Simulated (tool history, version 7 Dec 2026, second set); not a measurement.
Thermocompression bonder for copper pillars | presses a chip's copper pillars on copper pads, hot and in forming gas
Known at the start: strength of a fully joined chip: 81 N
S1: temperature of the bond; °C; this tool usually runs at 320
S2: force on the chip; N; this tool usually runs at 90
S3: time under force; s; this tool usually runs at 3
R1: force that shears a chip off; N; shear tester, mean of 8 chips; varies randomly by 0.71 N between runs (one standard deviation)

run	hour	S1	S2	S3	R1
1	0.0	320	90	3	51.3
2	17.4	320	90	3	51.3
3	54.2	320	90	3	51.1
4	74.2	320	90	3	51.5
5	95.2	320	90	3	50.8
6	114.6	320	81	3	48.1
7	141.3	320	81	3	48.2
8	175.3	320	63	3	41.9
9	190.8	320	90	3	50.3
10	221.4	320	90	3	48.0
11	250.4	320	90	3	48.3
12	278.7	335	90	3	55.8
# hour 285.3: forming gas filter changed
13	298.1	335	90	3	61.0
# hour 302.6: heater calibrated with a thermocouple chip
14	321.7	335	90	3	60.5
15	337.8	300	82	3	41.5
16	354.6	320	130	5	68.4
17	389.5	311	90	3	48.1
18	421.9	320	90	2	45.7
19	450.0	320	58	2	36.5
# hour 486.0: heater calibrated with a thermocouple chip, once more
20	487.5	320	95	8	60.8
21	509.5	320	97	9	63.7
22	529.2	320	97	9	62.3
23	565.4	312	90	3	42.4
# hour 588.8: forming gas filter changed
24	603.5	302	90	6	49.9

Each row is a separate what-if for the run after 24, all from the same tool condition, not one after another. Results?
A	630.9	309	90	2	?
B	630.9	302	90	6	?
C	630.9	306	60	8	?
D	630.9	302	79	3	?
E	630.9	302	110	7	?

run	R1
A	37.7
B	50.0
C	48.3
D	37.0
E	57.5
Had the tool no hidden state, the same runs would have come out as:
run	R1
A	37.8
B	50.1
C	48.4
D	37.0
E	57.7
